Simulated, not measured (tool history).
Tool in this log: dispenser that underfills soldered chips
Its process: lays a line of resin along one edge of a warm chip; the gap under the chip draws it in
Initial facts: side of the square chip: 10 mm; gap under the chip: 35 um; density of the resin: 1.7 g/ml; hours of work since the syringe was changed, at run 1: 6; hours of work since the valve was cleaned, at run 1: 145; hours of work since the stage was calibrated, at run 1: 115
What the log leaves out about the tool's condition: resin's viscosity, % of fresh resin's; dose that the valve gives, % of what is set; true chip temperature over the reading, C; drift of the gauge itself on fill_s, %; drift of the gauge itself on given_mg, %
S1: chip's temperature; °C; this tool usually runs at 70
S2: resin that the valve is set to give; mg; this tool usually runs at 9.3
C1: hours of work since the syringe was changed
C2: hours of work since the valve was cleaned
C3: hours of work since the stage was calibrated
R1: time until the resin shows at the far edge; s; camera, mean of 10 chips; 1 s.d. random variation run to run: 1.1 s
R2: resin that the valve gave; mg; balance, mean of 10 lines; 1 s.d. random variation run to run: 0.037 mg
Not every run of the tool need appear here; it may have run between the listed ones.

run,hour,S1,S2,C1,C2,C3,R1,R2
1,0,70,9.3,6,145,115,133.4,8.5
# hour 1.8: dispensing valve cleaned and set on the balance
# hour 3.8: new syringe of resin
2,4.8,70,9.3,1,2,118,100.8,9.2
3,8.5,70,9.3,4,5,120,116.2,9.27
4,12.4,70,9.3,6,8,123,132.2,9.25
# hour 14.7: new syringe of resin
5,20.3,70,9.3,4,13,129,121.2,9.17
# hour 25.6: new syringe of resin
6,25.6,70,9.3,0,17,133,98.2,9.14
7,32.7,70,9.3,5,23,138,123.6,9.14
# hour 36.4: new syringe of resin
8,40.7,70,7.97,3,28,144,120.4,7.85
# hour 47.7: new syringe of resin
9,48.3,70,7.97,0,34,150,107.7,7.78
10,54.1,70,7.97,5,38,154,132.3,7.76
# hour 58.5: new syringe of resin
11,62.1,70,7.97,3,44,160,119.3,7.72
12,65.7,70,7.97,5,47,163,133.6,7.74
# hour 69.6: new syringe of resin
13,71.8,70,7.97,2,51,167,109.7,7.67
14,77.5,70,7.97,6,55,171,135,7.7
# hour 80.8: new syringe of resin
15,81.3,70,8.37,0,58,174,105.3,8.1
16,88.3,70,8.37,6,63,179,131.9,8.01
# hour 91.4: new syringe of resin
17,93.4,70,9.3,2,67,183,106.7,8.9
18,98,57,9.3,5,71,186,183.7,8.85
# hour 102.4: new syringe of resin
19,103.8,57,9.3,1,75,190,159.1,8.88
20,108.2,70,11.91,4,78,194,121.1,11.25
# hour 113.3: new syringe of resin
21,114.1,79,9.75,1,82,198,79.2,9.23
22,118,57,8.51,4,85,201,179.9,8.05
23,123,70,9.14,7,89,205,139.4,8.66
# hour 124.4: new syringe of resin
24,126.6,64,11.24,2,91,207,126,10.56
25,132.3,70,12.07,6,96,211,125.3,11.35
# hour 135: new syringe of resin
26,138.4,70,12.07,3,100,216,107.9,11.28
27,142.9,70,12.07,6,104,219,127.2,11.25
# hour 145.8: new syringe of resin
28,147.9,70,11.77,2,107,223,103.4,11
29,155.9,68,11.89,8,113,229,147.3,11.03
# hour 156.5: new syringe of resin
30,163.2,74,8.92,5,118,234,111,8.26
# hour 167.3: new syringe of resin
31,169.4,62,8.65,2,123,238,141.2,7.94
32,172.8,71,8.92,4,125,241,119.5,8.21
# hour 178.4: new syringe of resin
33,179.2,61,10.13,1,130,246,136.1,9.31
34,182.6,61,10.13,3,133,248,149.7,9.32
# hour 189.1: new syringe of resin
35,189.1,67,11.72,0,137,253,105.3,10.66
36,193.4,82,8.09,3,140,256,85.5,7.45

Pick out some run-to-run changes in R1. Of each, how much would a tool without hidden state show as well, from the settings, what came in and chance, and how much is left for the hidden state and any gauge scatter not in both results compared?
Run 1 -> 2: dispensing valve cleaned and set on the balance, new syringe of resin. R1 -32.6 s: hidden state -31.7, all else -0.9.
Run 17 -> 18: S1 70 -> 57. R1 +77 s: hidden state +28.5, all else +48.5.
Run 21 -> 22: S1 79 -> 57, S2 9.75 -> 8.51. R1 +100.7 s: hidden state +23.9, all else +76.8.
Run 23 -> 24: S1 70 -> 64, S2 9.14 -> 11.24, new syringe of resin. R1 -13.4 s: hidden state -32.9, all else +19.5.
Run 28 -> 29: S1 70 -> 68, S2 11.77 -> 11.89. R1 +43.9 s: hidden state +35.3, all else +8.6.
Run 34 -> 35: S1 61 -> 67, S2 10.13 -> 11.72, new syringe of resin. R1 -44.4 s: hidden state -19.9, all else -24.5.

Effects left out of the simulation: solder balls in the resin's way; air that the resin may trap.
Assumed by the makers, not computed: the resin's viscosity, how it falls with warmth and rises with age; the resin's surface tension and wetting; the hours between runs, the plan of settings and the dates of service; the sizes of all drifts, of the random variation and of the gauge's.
